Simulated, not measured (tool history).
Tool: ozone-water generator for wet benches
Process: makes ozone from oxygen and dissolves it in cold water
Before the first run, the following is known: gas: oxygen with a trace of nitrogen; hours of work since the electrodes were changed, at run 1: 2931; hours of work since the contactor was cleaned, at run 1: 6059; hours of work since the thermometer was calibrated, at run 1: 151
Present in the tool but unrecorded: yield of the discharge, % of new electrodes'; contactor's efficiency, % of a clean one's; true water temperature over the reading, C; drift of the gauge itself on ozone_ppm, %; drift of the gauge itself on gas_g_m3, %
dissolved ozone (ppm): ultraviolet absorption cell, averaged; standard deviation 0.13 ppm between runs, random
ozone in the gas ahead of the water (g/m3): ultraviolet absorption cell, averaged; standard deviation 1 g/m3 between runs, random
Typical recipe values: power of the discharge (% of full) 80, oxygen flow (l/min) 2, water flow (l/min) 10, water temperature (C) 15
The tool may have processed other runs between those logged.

run	hour	power of the discharge (% of full)	oxygen flow (l/min)	water flow (l/min)	water temperature (C)	hours of work since the electrodes were changed	hours of work since the contactor was cleaned	hours of work since the thermometer was calibrated	dissolved ozone (ppm)	ozone in the gas ahead of the water (g/m3)
1	0	80	2	10	15	2931	6059	151	13.4	171.3
2	66.3	80	2	10	15	2995	6123	216	13.5	170.2
3	165.2	80	2	10	15	3091	6219	312	13.5	168.5
4	260.2	80	2	10	15	3183	6311	404	13.4	169.5
5	333.5	80	2	10	17	3255	6383	475	12.9	167.9
6	420.3	80	2	10	17	3339	6467	560	13.1	167.1
7	510.8	80	2	10	17	3427	6555	648	12.9	169.5
8	582.1	80	2	10	17	3496	6624	717	12.7	169.6
# hour 596: contactor cleaned
9	658.6	80	1.05	10	15	3567	61	787	10.5	224.5
10	745.5	80	2	10	7	3651	145	872	13.9	168.6
# hour 770.2: contactor cleaned, once more
11	841.6	53	1.31	8	12	3740	69	961	11.8	147.2
12	904.5	57	2.74	10	18	3801	130	1022	10.6	110.8
13	1001.9	57	2.74	10	18	3896	225	1117	10.6	111.3
14	1071.9	80	1.72	10	10	3964	293	1185	14.2	176.8
15	1159.4	86	1.72	11	10	4049	378	1270	13.3	188.4
16	1216	80	1.07	9	15	4104	433	1325	12.9	219.1
17	1288.2	66	2	12	15	4174	503	1395	9.7	142.1
18	1383.7	66	2	12	15	4267	596	1488	9.7	143.1
19	1474.9	66	2	13	14	4356	685	1576	8.9	143.2
20	1570.7	98	2	13	15	4449	778	1669	12	192.3

Below are 3 alternative next runs, each starting from the tool's condition after run 20. Predict each:
A	1619	98	2.21	7	15	4496	825	1716	?	?
B	1619	80	3.53	7	15	4496	825	1716	?	?
C	1619	80	2.5	10	11	4496	825	1716	?	?

run	dissolved ozone (ppm)	ozone in the gas ahead of the water (g/m3)
A	22.7	183.1
B	19.5	128.1
C	14.9	150.2
Had the tool no hidden state, the same runs would have come out as:
run	dissolved ozone (ppm)	ozone in the gas ahead of the water (g/m3)
A	25	198.9
B	21.3	137.7
C	16.3	161.5

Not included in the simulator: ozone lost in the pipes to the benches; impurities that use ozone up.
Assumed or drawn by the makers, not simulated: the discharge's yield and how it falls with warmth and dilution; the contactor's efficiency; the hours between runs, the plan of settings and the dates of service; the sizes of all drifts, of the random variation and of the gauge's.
